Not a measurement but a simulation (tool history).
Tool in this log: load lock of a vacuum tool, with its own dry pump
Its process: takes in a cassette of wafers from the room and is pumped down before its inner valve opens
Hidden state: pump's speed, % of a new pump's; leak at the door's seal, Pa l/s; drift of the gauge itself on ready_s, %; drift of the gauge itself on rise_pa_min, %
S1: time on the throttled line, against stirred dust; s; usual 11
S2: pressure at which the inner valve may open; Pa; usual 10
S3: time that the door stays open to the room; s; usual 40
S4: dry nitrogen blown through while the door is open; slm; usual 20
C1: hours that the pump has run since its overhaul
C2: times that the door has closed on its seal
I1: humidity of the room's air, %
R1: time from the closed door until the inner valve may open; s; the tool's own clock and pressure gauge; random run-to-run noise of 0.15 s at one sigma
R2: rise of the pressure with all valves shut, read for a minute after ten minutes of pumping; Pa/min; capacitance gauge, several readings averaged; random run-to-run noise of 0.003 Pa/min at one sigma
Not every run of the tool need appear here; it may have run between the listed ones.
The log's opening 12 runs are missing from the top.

run	day	S1	S2	S3	S4	C1	C2	I1	R1	R2
13	56.079	11	10	40	20	6225	13886	43.9	21.6	0.182
14	59.850	11	10	40	20	6316	14282	43.8	21.7	0.187
15	65.979	11	10	40	20	6463	14925	43.1	21.7	0.197
16	69.996	11	10	40	20	6559	15347	43.4	21.7	0.200
17	73.671	11	10	40	20	6647	15732	43.9	21.8	0.207
18	81.200	11	10	40	36	6828	16523	43.3	21.6	0.207
19	87.029	11	10	40	14	6968	17134	43.6	21.7	0.239
20	93.217	15	14	39	20	7116	17784	48.1	24.2	0.244
21	99.967	15	13	167	12	7278	18492	45.0	24.6	0.293
22	105.662	15	13	167	12	7415	19090	42.7	24.3	0.303
23	111.858	15	13	167	12	7564	19740	45.3	24.2	0.318
24	115.696	11	10	98	31	7656	20143	46.5	21.4	0.296
25	122.062	11	10	98	31	7809	20811	42.7	21.9	0.304
26	127.250	11	10	98	31	7933	21356	42.2	21.8	0.315
27	131.792	11	10	98	31	8042	21832	46.7	21.6	0.322
28	135.108	11	10	98	31	8122	22180	44.5	21.8	0.343
29	143.000	11	18	40	13	8311	23008	46.8	20.9	0.357
30	149.758	11	18	40	13	8473	23718	43.5	21.0	0.373
31	155.108	14	17	135	8	8602	24279	45.9	23.1	0.427
32	161.658	8	17	163	7	8759	24966	42.1	18.8	0.448
33	167.300	8	17	163	7	8894	25559	43.3	19.0	0.461

Below are 5 alternative next runs, each starting from the tool's condition after run 33. Predict each:
A	174.771	16	9	163	15	9074	26343	46.3	?	?
B	174.771	11	17	27	5	9074	26343	44.4	?	?
C	174.771	14	8	163	7	9074	26343	45.6	?	?
D	174.771	8	17	53	36	9074	26343	45.7	?	?
E	174.771	11	10	45	8	9074	26343	43.4	?	?

run	R1	R2
A	25.5	0.460
B	21.0	0.456
C	24.4	0.487
D	18.7	0.422
E	21.9	0.446
With no hidden state in the tool, these same runs would have given:
run	R1	R2
A	25.0	0.059
B	20.6	0.051
C	23.9	0.087
D	18.2	0.021
E	21.4	0.051

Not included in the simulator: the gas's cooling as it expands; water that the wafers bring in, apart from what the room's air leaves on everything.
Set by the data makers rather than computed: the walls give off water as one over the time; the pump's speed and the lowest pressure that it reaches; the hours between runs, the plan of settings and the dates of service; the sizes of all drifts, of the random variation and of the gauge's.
